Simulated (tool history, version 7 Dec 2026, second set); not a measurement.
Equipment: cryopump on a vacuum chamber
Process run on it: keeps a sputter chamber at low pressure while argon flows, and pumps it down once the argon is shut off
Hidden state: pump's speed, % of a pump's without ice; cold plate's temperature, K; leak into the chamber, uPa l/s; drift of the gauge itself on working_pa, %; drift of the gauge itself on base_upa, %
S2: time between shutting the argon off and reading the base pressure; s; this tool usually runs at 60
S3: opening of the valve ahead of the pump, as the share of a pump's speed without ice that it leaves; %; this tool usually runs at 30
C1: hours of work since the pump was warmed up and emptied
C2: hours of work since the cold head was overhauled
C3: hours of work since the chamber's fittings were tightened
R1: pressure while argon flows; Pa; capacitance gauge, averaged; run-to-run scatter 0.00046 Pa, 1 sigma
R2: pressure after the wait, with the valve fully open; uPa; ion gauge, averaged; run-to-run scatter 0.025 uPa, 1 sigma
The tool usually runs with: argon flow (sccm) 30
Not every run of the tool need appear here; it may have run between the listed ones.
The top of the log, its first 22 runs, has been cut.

run 23 hour=461.3 | argon_flow_(sccm)=47 S2=22 S3=36 | C1=112 C2=1107 C3=1016 | R1=0.0968 R2=3.05
run 24 hour=487.3 | argon_flow_(sccm)=26 S2=255 S3=40 | C1=131 C2=1125 C3=1034 | R1=0.0479 R2=0.92
run 25 hour=503.0 | argon_flow_(sccm)=26 S2=255 S3=40 | C1=142 C2=1137 C3=1046 | R1=0.0485 R2=0.91
run 26 hour=523.4 | argon_flow_(sccm)=26 S2=255 S3=40 | C1=156 C2=1151 C3=1060 | R1=0.0478 R2=0.92
run 27 hour=538.4 | argon_flow_(sccm)=26 S2=255 S3=40 | C1=167 C2=1162 C3=1071 | R1=0.0489 R2=0.92
run 28 hour=552.0 | argon_flow_(sccm)=31 S2=34 S3=40 | C1=177 C2=1172 C3=1080 | R1=0.0576 R2=2.26
run 29 hour=571.7 | argon_flow_(sccm)=31 S2=34 S3=40 | C1=191 C2=1186 C3=1095 | R1=0.0580 R2=2.29
run 30 hour=593.6 | argon_flow_(sccm)=31 S2=133 S3=40 | C1=207 C2=1201 C3=1110 | R1=0.0573 R2=1.10
run 31 hour=605.3 | argon_flow_(sccm)=15 S2=168 S3=40 | C1=215 C2=1210 C3=1118 | R1=0.0283 R2=1.09
run 32 hour=622.2 | argon_flow_(sccm)=15 S2=168 S3=40 | C1=227 C2=1222 C3=1131 | R1=0.0279 R2=1.08
run 33 hour=639.1 | argon_flow_(sccm)=45 S2=150 S3=36 | C1=239 C2=1234 C3=1143 | R1=0.0935 R2=1.11

5 options for the next run, each taken on its own from the tool as it stands now. Forecast them:
run A hour=663.7 | argon_flow_(sccm)=19 S2=22 S3=30 | C1=257 C2=1251 C3=1160 | R1=? R2=?
run B hour=663.7 | argon_flow_(sccm)=30 S2=63 S3=30 | C1=257 C2=1251 C3=1160 | R1=? R2=?
run C hour=663.7 | argon_flow_(sccm)=30 S2=99 S3=24 | C1=257 C2=1251 C3=1160 | R1=? R2=?
run D hour=663.7 | argon_flow_(sccm)=13 S2=150 S3=36 | C1=257 C2=1251 C3=1160 | R1=? R2=?
run E hour=663.7 | argon_flow_(sccm)=45 S2=30 S3=19 | C1=257 C2=1251 C3=1160 | R1=? R2=?

run=A R1=0.0471 R2=3.32
run=B R1=0.0750 R2=1.56
run=C R1=0.0925 R2=1.32
run=D R1=0.0265 R2=1.09
run=E R1=0.1747 R2=2.51
Had the tool no hidden state, the same runs would have come out as:
run=A R1=0.0465 R2=2.65
run=B R1=0.0740 R2=0.93
run=C R1=0.0915 R2=0.66
run=D R1=0.0261 R2=0.46
run=E R1=0.1733 R2=1.87
